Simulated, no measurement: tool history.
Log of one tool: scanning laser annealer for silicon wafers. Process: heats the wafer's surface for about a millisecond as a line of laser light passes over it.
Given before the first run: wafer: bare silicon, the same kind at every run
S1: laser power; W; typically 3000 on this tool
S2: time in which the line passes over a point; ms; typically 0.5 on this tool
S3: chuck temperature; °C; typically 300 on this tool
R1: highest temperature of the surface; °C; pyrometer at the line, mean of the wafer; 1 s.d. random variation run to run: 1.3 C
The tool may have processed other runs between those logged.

run    hour    S1     S2   S3    R1
  1       0  3000    0.5  300  1105
  2    27.3  3000    0.5  300  1104
  3    62.5  3000    0.5  300  1103
  4    93.5  3000    0.5  298  1101
  5     119  3000    0.5  298  1099
  6   145.4  3000    0.5  300  1100
  7   175.7  3000    0.5  287  1087
  8     192  3000    0.5  300  1098
  9   227.3  3000    0.5  300  1099
 10   259.7  3000   0.48  300  1081
 11   278.9  3000   0.48  300  1080
 12   294.2  3000    0.5  300  1097
 13   328.2  3000    0.5  300  1093
 14   350.9  2735    0.5  300  1025
 15   371.1  2735    0.5  300  1021
 16   394.2  2735    0.5  300  1023
 17   428.1  3058    0.5  300  1109
 18   454.2  3000    0.5  338  1129
 19   485.5  3000    0.5  321  1112
      508.5  -- window over the wafer cleaned
 20   515.8  3000    0.5  300  1111
 21   547.7  3000  0.609  300  1202
 22   580.7  3000  0.609  300  1201
 23   597.6  2864  0.524  291  1080
 24   627.7  3000  0.593  300  1184
 25   660.7  3000  0.593  300  1183
 26   675.6  2600  0.563  280  1025
 27   707.4  2585    0.5  296   990
 28   732.6  2725  0.586  339  1134
 29   764.6  2725  0.408  339   993
 30   796.3  2725  0.408  339   990
 31   813.2  2828  0.408  273   948
 32   840.3  3073  0.411  314  1047
 33   869.4  3073  0.411  314  1049
 34   888.9  3000    0.5  318  1115
 35   910.1  3000    0.5  286  1082
 36     942  2932  0.612  315  1184
 37   977.8  3040  0.612  261  1158
 38   994.3  3000    0.5  308  1102
 39  1027.6  2740  0.488  292  1006
 40  1042.3  2740  0.488  292  1005

Below, each run's measurement less what the same run would have read without the hidden state. Both values contain the same run-to-run variation, but the gauge's scatter may not be the same in both:
Hidden state at play: light that passes the window, % of a clean one's; laser's true power over the reading, %; width of the line over the set one, %; drift of the gauge itself on peak_c, C.
run   R1
  1   -7
  2   -8
  3  -10
  4  -10
  5  -12
  6  -13
  7  -14
  8  -14
  9  -15
 10  -16
 11  -16
 12  -18
 13  -19
 14  -18
 15  -19
 16  -19
 17  -22
 18  -23
 19  -24
 20   -4
 21   -5
 22   -7
 23   -6
 24   -8
 25   -9
 26   -8
 27   -9
 28  -12
 29  -10
 30  -11
 31  -12
 32  -14
 33  -15
 34  -17
 35  -17
 36  -20
 37  -22
 38  -20
 39  -19
 40  -20
